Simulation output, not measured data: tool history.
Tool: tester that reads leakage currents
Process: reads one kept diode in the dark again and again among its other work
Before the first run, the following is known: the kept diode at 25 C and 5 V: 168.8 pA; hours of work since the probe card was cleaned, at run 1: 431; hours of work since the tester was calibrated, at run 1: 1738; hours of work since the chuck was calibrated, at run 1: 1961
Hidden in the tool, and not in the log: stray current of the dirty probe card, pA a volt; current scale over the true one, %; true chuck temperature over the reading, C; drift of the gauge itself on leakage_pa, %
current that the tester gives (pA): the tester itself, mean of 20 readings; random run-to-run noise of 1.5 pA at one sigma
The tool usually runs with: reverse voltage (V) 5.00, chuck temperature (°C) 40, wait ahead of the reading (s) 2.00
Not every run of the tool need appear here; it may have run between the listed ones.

run,hour,reverse voltage (V),chuck temperature (°C),wait ahead of the reading (s),hours of work since the probe card was cleaned,hours of work since the tester was calibrated,hours of work since the chuck was calibrated,current that the tester gives (pA)
1,0.0,5.00,40,2.00,431,1738,1961,503.40
2,66.1,5.00,40,2.00,474,1781,2004,501.42
3,203.8,5.00,40,2.00,565,1872,2095,501.14
4,309.2,5.00,40,2.00,634,1941,2164,501.24
5,417.4,5.00,40,2.00,705,2012,2235,502.36
6,509.1,5.00,40,2.00,765,2072,2296,504.49
# hour 656.3: chuck's temperature calibrated
7,656.3,9.01,40,2.00,861,2168,0,646.81
8,767.0,5.00,40,2.00,934,2241,73,503.29
9,878.5,5.00,40,2.00,1007,2314,146,500.69
10,1009.1,5.00,40,2.00,1093,2400,232,502.77
11,1080.8,5.00,40,0.58,1140,2447,279,502.01
12,1222.9,3.66,40,2.00,1233,2540,372,437.62
# hour 1338.8: tester calibrated
13,1338.8,3.66,41,2.00,1308,0,447,468.80
14,1453.8,5.00,40,3.89,1384,76,523,501.72
15,1558.6,5.00,40,1.00,1453,145,592,502.57
16,1631.8,5.00,40,1.00,1501,193,640,502.95
17,1713.7,5.00,40,1.42,1555,246,694,500.98
18,1774.4,5.00,40,2.00,1595,286,734,499.71
19,1846.1,12.10,40,2.15,1642,334,781,734.43
20,1950.1,12.10,40,2.15,1710,402,849,739.45
21,2052.6,12.10,40,1.05,1778,469,917,739.54
22,2166.7,1.19,40,3.96,1853,544,992,269.67
23,2268.0,1.19,40,3.96,1919,611,1058,269.31
24,2374.0,15.82,27,0.93,1989,681,1128,325.03
25,2477.4,15.82,27,0.93,2057,749,1196,326.14
26,2604.4,4.73,29,1.77,2140,832,1279,222.22
27,2737.7,4.25,22,1.85,2228,920,1367,125.73
28,2870.3,4.25,22,1.85,2315,1007,1454,126.17
29,2967.0,1.82,21,1.85,2379,1070,1518,79.94
30,3048.7,5.00,31,2.07,2432,1124,1572,264.23
31,3182.6,5.00,31,5.06,2520,1212,1660,266.18
32,3262.5,5.00,31,5.06,2573,1265,1712,263.49
33,3378.6,18.38,40,2.00,2649,1341,1788,884.78
34,3491.6,5.00,40,5.72,2724,1415,1863,502.46
35,3627.8,5.00,40,5.72,2813,1505,1952,502.42
36,3759.8,5.00,43,0.40,2900,1592,2039,617.22

Selected run-to-run steps in current that the tester gives (pA), each split into two signed amounts: the part the tool would show with no hidden state at all (from settings, incoming material and random variation), and the remainder, which goes to the hidden state together with any gauge scatter not common to the measured and the hidden-state-free results:
Run 6 -> 7: reverse voltage (V) 5.00 -> 9.01, chuck's temperature calibrated. current that the tester gives (pA) +142.32: hidden state -0.80, all else +143.12.
Run 21 -> 22: reverse voltage (V) 12.10 -> 1.19, wait ahead of the reading (s) 1.05 -> 3.96. current that the tester gives (pA) -469.87: hidden state -0.48, all else -469.39.
Run 32 -> 33: reverse voltage (V) 5.00 -> 18.38, chuck temperature (°C) 31 -> 40, wait ahead of the reading (s) 5.06 -> 2.00. current that the tester gives (pA) +621.29: hidden state +1.08, all else +620.21.
Run 33 -> 34: reverse voltage (V) 18.38 -> 5.00, wait ahead of the reading (s) 2.00 -> 5.72. current that the tester gives (pA) -382.32: hidden state -0.69, all else -381.63.

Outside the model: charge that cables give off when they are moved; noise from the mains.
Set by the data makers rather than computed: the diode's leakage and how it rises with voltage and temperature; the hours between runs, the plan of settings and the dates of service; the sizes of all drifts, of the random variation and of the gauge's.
